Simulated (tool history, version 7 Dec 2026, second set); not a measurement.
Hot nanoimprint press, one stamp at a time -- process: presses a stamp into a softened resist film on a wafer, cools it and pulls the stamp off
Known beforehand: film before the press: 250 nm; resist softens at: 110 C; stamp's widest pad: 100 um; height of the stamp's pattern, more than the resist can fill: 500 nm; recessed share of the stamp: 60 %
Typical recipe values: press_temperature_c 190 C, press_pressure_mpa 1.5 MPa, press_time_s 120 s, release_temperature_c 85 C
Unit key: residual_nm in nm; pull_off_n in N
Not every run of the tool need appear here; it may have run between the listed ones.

run 1 hour=0 | press_temperature_c=190 press_pressure_mpa=1.5 press_time_s=120 release_temperature_c=85 | residual_nm=95.8 pull_off_n=145
run 2 hour=7.8 | press_temperature_c=190 press_pressure_mpa=1.5 press_time_s=120 release_temperature_c=85 | residual_nm=96.2 pull_off_n=153
run 3 hour=15.4 | press_temperature_c=190 press_pressure_mpa=1.5 press_time_s=120 release_temperature_c=85 | residual_nm=97.1 pull_off_n=153
run 4 hour=23.7 | press_temperature_c=190 press_pressure_mpa=1.5 press_time_s=111 release_temperature_c=85 | residual_nm=102.3 pull_off_n=150
run 5 hour=32.4 | press_temperature_c=190 press_pressure_mpa=1.5 press_time_s=111 release_temperature_c=85 | residual_nm=100.8 pull_off_n=160
run 6 hour=40.4 | press_temperature_c=190 press_pressure_mpa=1.5 press_time_s=111 release_temperature_c=85 | residual_nm=100.5 pull_off_n=153
run 7 hour=51.4 | press_temperature_c=190 press_pressure_mpa=1.5 press_time_s=120 release_temperature_c=92 | residual_nm=97.1 pull_off_n=138
run 8 hour=61.4 | press_temperature_c=190 press_pressure_mpa=1.5 press_time_s=120 release_temperature_c=92 | residual_nm=96.6 pull_off_n=133
run 9 hour=71.9 | press_temperature_c=190 press_pressure_mpa=1.5 press_time_s=120 release_temperature_c=71 | residual_nm=98.2 pull_off_n=190
run 10 hour=77.6 | press_temperature_c=190 press_pressure_mpa=1.5 press_time_s=120 release_temperature_c=71 | residual_nm=97 pull_off_n=203
run 11 hour=90.8 | press_temperature_c=190 press_pressure_mpa=1.5 press_time_s=120 release_temperature_c=71 | residual_nm=98.7 pull_off_n=207
run 12 hour=97.2 | press_temperature_c=190 press_pressure_mpa=1.5 press_time_s=120 release_temperature_c=71 | residual_nm=98.5 pull_off_n=203
run 13 hour=106.4 | press_temperature_c=190 press_pressure_mpa=1.5 press_time_s=120 release_temperature_c=71 | residual_nm=98.1 pull_off_n=203
run 14 hour=118 | press_temperature_c=190 press_pressure_mpa=1.5 press_time_s=120 release_temperature_c=71 | residual_nm=97.6 pull_off_n=208
run 15 hour=124.3 | press_temperature_c=190 press_pressure_mpa=1.5 press_time_s=120 release_temperature_c=85 | residual_nm=99.4 pull_off_n=161
run 16 hour=133.4 | press_temperature_c=187 press_pressure_mpa=1.5 press_time_s=120 release_temperature_c=85 | residual_nm=109.5 pull_off_n=164
run 17 hour=141.4 | press_temperature_c=187 press_pressure_mpa=2.15 press_time_s=120 release_temperature_c=85 | residual_nm=93.7 pull_off_n=159
run 18 hour=147.6 | press_temperature_c=194 press_pressure_mpa=1.73 press_time_s=120 release_temperature_c=92 | residual_nm=80 pull_off_n=141
run 19 hour=157.6 | press_temperature_c=198 press_pressure_mpa=1.5 press_time_s=120 release_temperature_c=85 | residual_nm=73.6 pull_off_n=161
run 20 hour=167.4 | press_temperature_c=193 press_pressure_mpa=1.12 press_time_s=171 release_temperature_c=85 | residual_nm=87.1 pull_off_n=168
-- hour=174.5 stamp cleaned and given a new release coat
run 21 hour=186.2 | press_temperature_c=193 press_pressure_mpa=1.12 press_time_s=171 release_temperature_c=75 | residual_nm=86.5 pull_off_n=154
run 22 hour=191.8 | press_temperature_c=193 press_pressure_mpa=1.12 press_time_s=171 release_temperature_c=75 | residual_nm=86 pull_off_n=149
run 23 hour=197.5 | press_temperature_c=202 press_pressure_mpa=1.2 press_time_s=87 release_temperature_c=77 | residual_nm=81.7 pull_off_n=144
run 24 hour=209 | press_temperature_c=192 press_pressure_mpa=1.24 press_time_s=86 release_temperature_c=92 | residual_nm=113.8 pull_off_n=114
run 25 hour=220.2 | press_temperature_c=192 press_pressure_mpa=1.24 press_time_s=86 release_temperature_c=92 | residual_nm=113.8 pull_off_n=113
run 26 hour=231.1 | press_temperature_c=196 press_pressure_mpa=1.5 press_time_s=120 release_temperature_c=77 | residual_nm=80 pull_off_n=145
run 27 hour=244.4 | press_temperature_c=196 press_pressure_mpa=1.5 press_time_s=120 release_temperature_c=77 | residual_nm=79 pull_off_n=152

Run 28, settings as shown, results not yet in. Your forecast:
run 28 hour=255.8 | press_temperature_c=196 press_pressure_mpa=1.5 press_time_s=120 release_temperature_c=77 | residual_nm=? pull_off_n=?

Logged for run 28: residual_nm 78.6 nm, pull_off_n 156 N.
Without the tool's hidden state the same run would have given residual_nm 74.2 nm, pull_off_n 145 N.

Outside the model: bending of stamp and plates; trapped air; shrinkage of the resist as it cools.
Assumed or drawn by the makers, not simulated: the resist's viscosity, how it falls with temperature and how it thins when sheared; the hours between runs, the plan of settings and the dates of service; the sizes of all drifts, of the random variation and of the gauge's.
